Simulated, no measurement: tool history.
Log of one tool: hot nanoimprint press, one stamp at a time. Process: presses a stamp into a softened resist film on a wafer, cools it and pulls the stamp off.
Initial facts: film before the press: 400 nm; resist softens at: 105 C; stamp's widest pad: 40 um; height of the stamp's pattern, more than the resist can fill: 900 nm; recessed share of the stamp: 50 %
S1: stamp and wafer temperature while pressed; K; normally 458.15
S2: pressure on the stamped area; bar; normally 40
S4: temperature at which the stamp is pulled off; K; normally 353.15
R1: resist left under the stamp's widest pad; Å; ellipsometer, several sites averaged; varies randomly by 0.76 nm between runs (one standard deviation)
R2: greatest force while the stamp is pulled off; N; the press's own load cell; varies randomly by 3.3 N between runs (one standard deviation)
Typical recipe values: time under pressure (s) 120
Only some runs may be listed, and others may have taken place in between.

{"run": 1, "hour": 0.0, "S1": 458.15, "S2": 40, "time under pressure (s)": 120, "S4": 353.15, "R1": 1611, "R2": 206}
{"run": 2, "hour": 19.8, "S1": 458.15, "S2": 40, "time under pressure (s)": 120, "S4": 353.15, "R1": 1612, "R2": 216}
{"run": 3, "hour": 33.6, "S1": 458.15, "S2": 40, "time under pressure (s)": 120, "S4": 353.15, "R1": 1620, "R2": 212}
{"run": 4, "hour": 54.9, "S1": 458.15, "S2": 40, "time under pressure (s)": 71, "S4": 353.15, "R1": 1944, "R2": 191}
{"run": 5, "hour": 68.7, "S1": 458.15, "S2": 40, "time under pressure (s)": 71, "S4": 353.15, "R1": 1948, "R2": 196}
{"run": 6, "hour": 83.2, "S1": 458.15, "S2": 40, "time under pressure (s)": 120, "S4": 353.15, "R1": 1624, "R2": 193}
{"run": 7, "hour": 97.9, "S1": 458.15, "S2": 40, "time under pressure (s)": 120, "S4": 353.15, "R1": 1626, "R2": 197}
{"run": 8, "hour": 109.8, "S1": 458.15, "S2": 63.5, "time under pressure (s)": 120, "S4": 353.15, "R1": 1255, "R2": 193}
{"run": 9, "hour": 128.7, "S1": 458.15, "S2": 63.5, "time under pressure (s)": 120, "S4": 353.15, "R1": 1277, "R2": 201}
{"run": 10, "hour": 156.8, "S1": 458.15, "S2": 63.5, "time under pressure (s)": 120, "S4": 353.15, "R1": 1254, "R2": 180}
{"run": 11, "hour": 182.0, "S1": 458.15, "S2": 27.7, "time under pressure (s)": 164, "S4": 357.15, "R1": 1740, "R2": 178}
{"run": 12, "hour": 199.0, "S1": 458.15, "S2": 27.7, "time under pressure (s)": 164, "S4": 357.15, "R1": 1730, "R2": 179}
{"run": 13, "hour": 225.8, "S1": 458.15, "S2": 28.9, "time under pressure (s)": 65, "S4": 353.15, "R1": 2300, "R2": 205}
{"run": 14, "hour": 242.3, "S1": 458.15, "S2": 28.9, "time under pressure (s)": 65, "S4": 353.15, "R1": 2286, "R2": 210}
{"run": 15, "hour": 263.6, "S1": 458.15, "S2": 28.9, "time under pressure (s)": 65, "S4": 356.15, "R1": 2303, "R2": 174}
{"run": 16, "hour": 287.9, "S1": 458.15, "S2": 28.9, "time under pressure (s)": 65, "S4": 356.15, "R1": 2294, "R2": 174}
{"run": 17, "hour": 303.4, "S1": 458.15, "S2": 55.5, "time under pressure (s)": 65, "S4": 356.15, "R1": 1700, "R2": 183}

Not shown here: 3 entries made in the log between runs. Locate each between two listed runs and compare the hidden state at the listed run before it with the hidden state at the listed run after it:
Run 3 -> run 4: stamp cleaned and given a new release coat (hour 41.6)
  true temperature over the reading, C: 0.2 -> 0.25; pressure that arrives at the usual setting, %: 98.36 -> 98.33; grip of the stamp's worn release coat, % over a new coat's: 12.7 -> 1.6
  measured result minus the result with no hidden state, R1: +6 -> +5 Å; R2: +23 -> +2 N
Run 9 -> run 10: stamp cleaned and given a new release coat (hour 152.1)
  true temperature over the reading, C: 0.49 -> 0.57; pressure that arrives at the usual setting, %: 98.11 -> 98.04; grip of the stamp's worn release coat, % over a new coat's: 10.7 -> 0.6
  measured result minus the result with no hidden state, R1: +5 -> +3 Å; R2: +18 -> -1 N
Run 14 -> run 15: stamp cleaned and given a new release coat (hour 263.5)
  true temperature over the reading, C: 0.86 -> 0.91; pressure that arrives at the usual setting, %: 97.79 -> 97.75; grip of the stamp's worn release coat, % over a new coat's: 11 -> 0
  measured result minus the result with no hidden state, R1: -24 -> -27 Å; R2: +18 -> -3 N
